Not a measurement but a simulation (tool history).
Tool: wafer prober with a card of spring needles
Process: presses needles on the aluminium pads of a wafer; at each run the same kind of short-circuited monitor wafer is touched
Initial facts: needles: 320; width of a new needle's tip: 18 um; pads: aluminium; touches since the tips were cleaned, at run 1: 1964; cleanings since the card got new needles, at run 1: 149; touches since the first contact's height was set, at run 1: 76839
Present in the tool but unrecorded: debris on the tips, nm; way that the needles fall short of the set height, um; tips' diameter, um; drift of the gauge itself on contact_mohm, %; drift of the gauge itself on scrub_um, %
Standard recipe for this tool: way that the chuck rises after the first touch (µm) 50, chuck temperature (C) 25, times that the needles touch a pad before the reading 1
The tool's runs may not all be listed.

run   hour  way that the chuck rises after the first touch (µm)  chuck temperature (C)  times that the needles touch a pad before the reading  touches since the tips were cleaned  cleanings since the card got new needles  touches since the first contact's height was set  resistance of one needle with its contact and lead (mohm)  way that a needle slides on the pad (µm)
  1      0                                                   50                     25                                                      1                                 1964                                       149                                             76839                                                        416                                     10.74
       4.8  -- tips cleaned on abrasive film
      14.2  -- tips cleaned on abrasive film
        26  -- tips cleaned on abrasive film
      35.5  -- tips cleaned on abrasive film
  2   41.4                                                   50                     63                                                      1                                 2341                                       153                                             93045                                                        434                                     10.71
      46.2  -- tips cleaned on abrasive film
        58  -- tips cleaned on abrasive film
      67.4  -- tips cleaned on abrasive film
      76.9  -- tips cleaned on abrasive film
  3   84.7                                                   50                     25                                                      1                                 3095                                       157                                            110007                                                        472                                     10.61
      87.2  -- tips cleaned on abrasive film
      96.6  -- tips cleaned on abrasive film
     108.4  -- tips cleaned on abrasive film
  4    115                                                   50                     25                                                      1                                 2588                                       160                                            121841                                                        459                                     10.52
     119.7  -- tips cleaned on abrasive film
     131.4  -- tips cleaned on abrasive film
  5  140.4                                                   50                     25                                                      1                                 3581                                       162                                            131828                                                        479                                     10.54
     142.9  -- tips cleaned on abrasive film
     152.3  -- tips cleaned on abrasive film
     164.1  -- tips cleaned on abrasive film
  6  173.1                                                   54                     25                                                      1                                 3553                                       165                                            144604                                                        457                                      11.2
     175.5  -- tips cleaned on abrasive film
     187.2  -- tips cleaned on abrasive film
  7  195.3                                                   54                     25                                                      1                                 3204                                       167                                            153329                                                        446                                     11.48
     197.8  -- tips cleaned on abrasive film
     209.5  -- tips cleaned on abrasive film
       221  -- tips cleaned on abrasive film
  8  229.9                                                   54                     25                                                      1                                 3498                                       170                                            166868                                                        445                                     11.37
     232.3  -- tips cleaned on abrasive film
     244.1  -- tips cleaned on abrasive film
     255.8  -- tips cleaned on abrasive film
     267.6  -- tips cleaned on abrasive film
  9  273.1                                                   50                     25                                                      2                                 2182                                       174                                            183793                                                        364                                     10.17
     277.9  -- tips cleaned on abrasive film
     280.5  -- height of the first contact set anew
     287.6  -- tips cleaned on abrasive film
     299.4  -- tips cleaned on abrasive film
     311.2  -- tips cleaned on abrasive film
     322.9  -- tips cleaned on abrasive film
 10  323.7                                                   42                     25                                                      1                                  280                                       179                                             16888                                                        293                                      9.24
       333  -- tips cleaned on abrasive film
     342.4  -- tips cleaned on abrasive film
     354.2  -- tips cleaned on abrasive film
     365.8  -- tips cleaned on abrasive film
 11  374.4                                                   50                     25                                                      1                                 3381                                       183                                             36772                                                        478                                     11.01
     376.8  -- tips cleaned on abrasive film
     388.8  -- card fitted with new needles
     400.4  -- tips cleaned on abrasive film
       412  -- tips cleaned on abrasive film
     421.5  -- tips cleaned on abrasive film
 12  426.3                                                   50                     29                                                      1                                 1908                                         3                                             14705                                                        335                                     11.02
     431.1  -- tips cleaned on abrasive film
     442.9  -- tips cleaned on abrasive film
     454.4  -- tips cleaned on abrasive film
 13    460                                                   50                     29                                                      1                                 2208                                         6                                             27895                                                        345                                     11.03
     464.6  -- tips cleaned on abrasive film
       474  -- tips cleaned on abrasive film
     483.5  -- tips cleaned on abrasive film
 14    491                                                   44                     92                                                      1                                 2947                                         9                                             40020                                                        401                                      9.63
     493.4  -- tips cleaned on abrasive film
     505.2  -- tips cleaned on abrasive film
 15  514.1                                                   50                     67                                                      2                                 3531                                        11                                             49094                                                        316                                     10.89
     516.6  -- tips cleaned on abrasive film
     528.3  -- tips cleaned on abrasive film
 16  537.6                                                   50                     67                                                      2                                 3693                                        13                                             58308                                                        320                                     10.84
     540.1  -- tips cleaned on abrasive film
     551.9  -- tips cleaned on abrasive film
     563.6  -- tips cleaned on abrasive film
     573.1  -- tips cleaned on abrasive film
     584.7  -- tips cleaned on abrasive film
 17  590.2                                                   50                    124                                                      1                                 2173                                        18                                             78894                                                        361                                     11.01
       595  -- tips cleaned on abrasive film
     606.6  -- tips cleaned on abrasive film
     616.1  -- tips cleaned on abrasive film
     627.5  -- tips cleaned on abrasive film
 18  627.5                                                   61                     43                                                      1                                    0                                        22                                             93455                                                        225                                     13.25
     636.9  -- tips cleaned on abrasive film
     646.4  -- tips cleaned on abrasive film
     658.2  -- tips cleaned on abrasive film
       670  -- tips cleaned on abrasive film
 19  678.6                                                   50                     25                                                      2                                 3408                                        26                                            113503                                                        320                                     10.65
       681  -- tips cleaned on abrasive film
     692.5  -- tips cleaned on abrasive film
     701.9  -- tips cleaned on abrasive film
     713.4  -- tips cleaned on abrasive film
     722.9  -- tips cleaned on abrasive film
 20  727.3                                                   50                     39                                                      3                                 1736                                        31                                            132557                                                        269                                     10.57
     734.4  -- tips cleaned on abrasive film
     746.2  -- tips cleaned on abrasive film
     757.1  -- tips cleaned on abrasive film
 21  757.1                                                   50                     39                                                      3                                    0                                        34                                            144232                                                        226                                     10.53
     768.8  -- tips cleaned on abrasive film
     780.6  -- tips cleaned on abrasive film
     792.3  -- tips cleaned on abrasive film
 22  792.6                                                   64                     89                                                      2                                  108                                        37                                            158138                                                        244                                     13.68
     802.1  -- tips cleaned on abrasive film
     811.5  -- tips cleaned on abrasive film
     823.3  -- tips cleaned on abrasive film
     835.1  -- tips cleaned on abrasive film
 23  838.8                                                   50                     32                                                      1                                 1475                                        41                                            176257                                                        355                                     10.49
       846  -- tips cleaned on abrasive film
     855.4  -- tips cleaned on abrasive film
     865.1  -- height of the first contact set anew
     867.5  -- tips cleaned on abrasive film
     876.9  -- tips cleaned on abrasive film
 24  886.1                                                   42                    101                                                      1                                 3619                                        45                                              8241                                                        450                                      9.26
     888.5  -- tips cleaned on abrasive film
       898  -- tips cleaned on abrasive film
     907.5  -- tips cleaned on abrasive film
     919.2  -- tips cleaned on abrasive film
     928.7  -- tips cleaned on abrasive film
 25  935.3                                                   50                    106                                                      1                                 2588                                        50                                             27468                                                        374                                     11.18
       940  -- tips cleaned on abrasive film
     951.8  -- tips cleaned on abrasive film
     963.6  -- tips cleaned on abrasive film
     975.2  -- tips cleaned on abrasive film
 26  979.3                                                   50                    106                                                      1                                 1613                                        54                                             44713                                                        357                                     11.09

Forecast each of these 4 alternatives for the next run:
      986.4  -- tips cleaned on abrasive film
      995.9  -- tips cleaned on abrasive film
     1007.6  -- tips cleaned on abrasive film
     1019.4  -- tips cleaned on abrasive film
  A  1022.4                                                   54                     58                                                      2                                 1174                                        58                                             61602                                                          ?                                         ?
      986.4  -- tips cleaned on abrasive film
      995.9  -- tips cleaned on abrasive film
     1007.6  -- tips cleaned on abrasive film
     1019.4  -- tips cleaned on abrasive film
  B  1022.4                                                   50                    103                                                      1                                 1174                                        58                                             61602                                                          ?                                         ?
      986.4  -- tips cleaned on abrasive film
      995.9  -- tips cleaned on abrasive film
     1007.6  -- tips cleaned on abrasive film
     1019.4  -- tips cleaned on abrasive film
  C  1022.4                                                   59                    106                                                      1                                 1174                                        58                                             61602                                                          ?                                         ?
      986.4  -- tips cleaned on abrasive film
      995.9  -- tips cleaned on abrasive film
     1007.6  -- tips cleaned on abrasive film
     1019.4  -- tips cleaned on abrasive film
  D  1022.4                                                   50                    106                                                      3                                 1174                                        58                                             61602                                                          ?                                         ?

run  resistance of one needle with its contact and lead (mohm)  way that a needle slides on the pad (µm)
  A                                                        277                                     11.72
  B                                                        331                                     11.02
  C                                                        308                                     12.84
  D                                                        270                                     10.84
Without the tool's unlogged condition, the same runs would have read:
run  resistance of one needle with its contact and lead (mohm)  way that a needle slides on the pad (µm)
  A                                                        223                                     12.05
  B                                                        234                                     11.35
  C                                                        236                                     13.18
  D                                                        234                                     11.17

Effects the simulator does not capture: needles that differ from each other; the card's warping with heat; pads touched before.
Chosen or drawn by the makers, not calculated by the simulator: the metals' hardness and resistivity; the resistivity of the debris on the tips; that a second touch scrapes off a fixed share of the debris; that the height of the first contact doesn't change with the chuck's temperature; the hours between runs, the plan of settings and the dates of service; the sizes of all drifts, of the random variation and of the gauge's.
